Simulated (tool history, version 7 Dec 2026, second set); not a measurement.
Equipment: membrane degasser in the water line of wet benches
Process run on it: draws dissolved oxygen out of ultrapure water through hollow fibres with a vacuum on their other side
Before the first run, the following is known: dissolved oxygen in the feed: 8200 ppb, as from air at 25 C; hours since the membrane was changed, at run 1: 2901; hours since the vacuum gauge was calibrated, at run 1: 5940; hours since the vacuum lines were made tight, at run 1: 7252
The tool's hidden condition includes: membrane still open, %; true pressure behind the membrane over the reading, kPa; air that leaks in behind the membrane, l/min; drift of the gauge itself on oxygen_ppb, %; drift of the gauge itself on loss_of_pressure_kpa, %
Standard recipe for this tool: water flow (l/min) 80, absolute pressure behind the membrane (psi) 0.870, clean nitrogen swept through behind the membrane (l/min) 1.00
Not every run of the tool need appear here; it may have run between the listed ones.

run,hour,water flow (l/min),absolute pressure behind the membrane (psi),clean nitrogen swept through behind the membrane (l/min),hours since the membrane was changed,hours since the vacuum gauge was calibrated,hours since the vacuum lines were made tight,dissolved oxygen in the water behind the degasser (ppb),pressure that the water loses in the fibres (psi)
1,0.0,80,0.870,1.00,2901,5940,7252,459.2,5.812
# hour 149.4: seals of the vacuum lines changed
2,152.7,80,0.870,1.00,3051,6091,3,452.5,5.816
3,241.8,80,0.870,1.00,3140,6180,92,474.0,5.802
4,394.9,80,0.870,1.00,3293,6333,245,479.5,5.855
5,554.7,80,0.870,1.00,3453,6493,405,469.3,5.849
6,696.8,80,0.870,1.00,3595,6635,547,469.4,5.825
7,857.1,80,0.870,1.96,3756,6795,708,308.7,5.887
8,1015.9,80,1.838,1.00,3914,6954,866,1249.9,5.889
9,1082.9,80,1.838,1.00,3981,7021,933,1237.4,5.861
10,1242.0,80,0.870,1.00,4141,7180,1093,479.8,5.886
11,1397.2,99,0.949,0.42,4296,7335,1248,946.3,7.250
12,1530.2,107,0.551,2.45,4429,7468,1381,185.9,7.881
13,1662.8,77,1.550,2.45,4561,7601,1513,522.7,5.646
14,1763.8,51,0.870,2.21,4662,7702,1614,182.7,3.751
15,1900.2,80,0.870,2.88,4799,7838,1751,240.9,5.877
16,2058.2,84,0.841,0.41,4957,7996,1909,741.2,6.179
17,2162.9,84,0.841,0.41,5062,8101,2014,775.5,6.145
18,2246.6,84,0.841,0.41,5145,8185,2097,765.7,6.205
19,2333.9,84,0.841,0.41,5233,8272,2185,760.2,6.176
20,2415.2,58,0.728,0.62,5314,8353,2266,389.7,4.267

Alternative continuations, all from the tool just after run 20; predict every row:
A,2546.5,49,0.728,0.44,5445,8485,2397,?,?
B,2546.5,67,1.271,2.63,5445,8485,2397,?,?
C,2546.5,80,0.541,1.00,5445,8485,2397,?,?

run,dissolved oxygen in the water behind the degasser (ppb),pressure that the water loses in the fibres (psi)
A,422.2,3.620
B,356.3,4.972
C,207.9,5.925
Without the tool's unlogged condition, the same runs would have read:
run,dissolved oxygen in the water behind the degasser (ppb),pressure that the water loses in the fibres (psi)
A,295.5,3.523
B,310.2,4.837
C,97.1,5.765

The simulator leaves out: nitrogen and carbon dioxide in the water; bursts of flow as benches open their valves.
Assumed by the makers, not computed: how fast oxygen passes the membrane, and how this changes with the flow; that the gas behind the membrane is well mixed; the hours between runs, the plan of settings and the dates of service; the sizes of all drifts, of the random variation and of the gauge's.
